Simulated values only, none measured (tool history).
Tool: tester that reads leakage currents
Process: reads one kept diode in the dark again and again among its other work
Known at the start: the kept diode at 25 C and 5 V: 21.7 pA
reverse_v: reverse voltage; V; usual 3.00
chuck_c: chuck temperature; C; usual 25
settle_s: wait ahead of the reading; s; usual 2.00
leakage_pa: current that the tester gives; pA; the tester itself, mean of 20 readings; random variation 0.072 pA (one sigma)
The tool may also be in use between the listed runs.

| run | day | reverse_v | chuck_c | settle_s | leakage_pa |
|---|---|---|---|---|---|
| 1 | 0.000 | 3.00 | 25 | 2.00 | 17.08 |
| 2 | 3.046 | 3.00 | 25 | 2.00 | 16.98 |
| 3 | 5.600 | 3.00 | 25 | 2.00 | 16.89 |
| 4 | 8.742 | 3.00 | 25 | 2.00 | 16.90 |
| 5 | 12.242 | 3.00 | 25 | 2.00 | 17.19 |
| 6 | 14.638 | 3.00 | 25 | 2.00 | 17.08 |
| 7 | 17.567 | 3.00 | 21 | 2.00 | 12.10 |
| 8 | 21.588 | 3.00 | 21 | 2.00 | 12.32 |
| 9 | 25.346 | 1.86 | 25 | 2.00 | 13.75 |
| 10 | 29.667 | 3.00 | 27 | 2.00 | 20.41 |
| 11 | 34.404 | 3.00 | 25 | 8.29 | 17.26 |
| 12 | 37.292 | 3.00 | 25 | 8.29 | 17.29 |
| 13 | 40.296 | 3.00 | 47 | 2.00 | 108.65 |
| 14 | 44.942 | 3.00 | 47 | 2.00 | 108.81 |
| 15 | 48.096 | 3.00 | 25 | 9.46 | 17.40 |
| 16 | 50.804 | 3.00 | 25 | 9.46 | 17.36 |
|  | 51.238 | chuck's temperature calibrated |
| 17 | 55.533 | 3.00 | 25 | 9.46 | 18.96 |
| 18 | 58.246 | 3.00 | 25 | 9.46 | 19.05 |
| 19 | 62.238 | 3.00 | 25 | 9.46 | 19.17 |
| 20 | 66.775 | 3.00 | 25 | 9.46 | 19.21 |
| 21 | 68.971 | 3.60 | 56 | 8.50 | 255.58 |
| 22 | 71.617 | 3.00 | 50 | 2.58 | 148.43 |
| 23 | 75.558 | 3.00 | 35 | 6.08 | 44.39 |
| 24 | 78.008 | 14.17 | 21 | 0.68 | 34.50 |
| 25 | 80.704 | 14.17 | 21 | 0.68 | 34.55 |
| 26 | 84.600 | 14.17 | 21 | 0.68 | 34.88 |
| 27 | 86.762 | 14.17 | 21 | 0.68 | 35.04 |
| 28 | 89.292 | 15.47 | 52 | 0.53 | 361.96 |
| 29 | 92.488 | 3.55 | 25 | 3.28 | 21.23 |
| 30 | 96.008 | 3.55 | 25 | 3.28 | 21.15 |
| 31 | 99.292 | 3.55 | 25 | 3.28 | 21.26 |
| 32 | 102.179 | 3.00 | 57 | 0.51 | 252.90 |
| 33 | 106.642 | 3.00 | 57 | 0.51 | 251.66 |
| 34 | 110.104 | 1.22 | 25 | 2.00 | 12.43 |
| 35 | 114.717 | 1.87 | 30 | 7.81 | 23.32 |
| 36 | 116.883 | 3.00 | 52 | 2.00 | 171.04 |
| 37 | 120.562 | 5.74 | 53 | 2.87 | 247.36 |
| 38 | 122.554 | 5.74 | 53 | 2.87 | 247.88 |
| 39 | 125.517 | 17.15 | 25 | 6.53 | 52.42 |

Forecast each of these 5 alternatives for the next run:
| A | 130.238 | 2.17 | 22 | 0.37 | ? |
| B | 130.238 | 17.15 | 25 | 0.57 | ? |
| C | 130.238 | 17.15 | 24 | 0.52 | ? |
| D | 130.238 | 9.58 | 50 | 2.75 | ? |
| E | 130.238 | 2.26 | 25 | 2.00 | ? |

| run | leakage_pa |
|---|---|
| A | 13.45 |
| B | 54.61 |
| C | 51.70 |
| D | 247.77 |
| E | 17.15 |
Without the tool's hidden state the same runs would have given:
| run | leakage_pa |
|---|---|
| A | 11.73 |
| B | 39.17 |
| C | 36.13 |
| D | 244.89 |
| E | 15.48 |

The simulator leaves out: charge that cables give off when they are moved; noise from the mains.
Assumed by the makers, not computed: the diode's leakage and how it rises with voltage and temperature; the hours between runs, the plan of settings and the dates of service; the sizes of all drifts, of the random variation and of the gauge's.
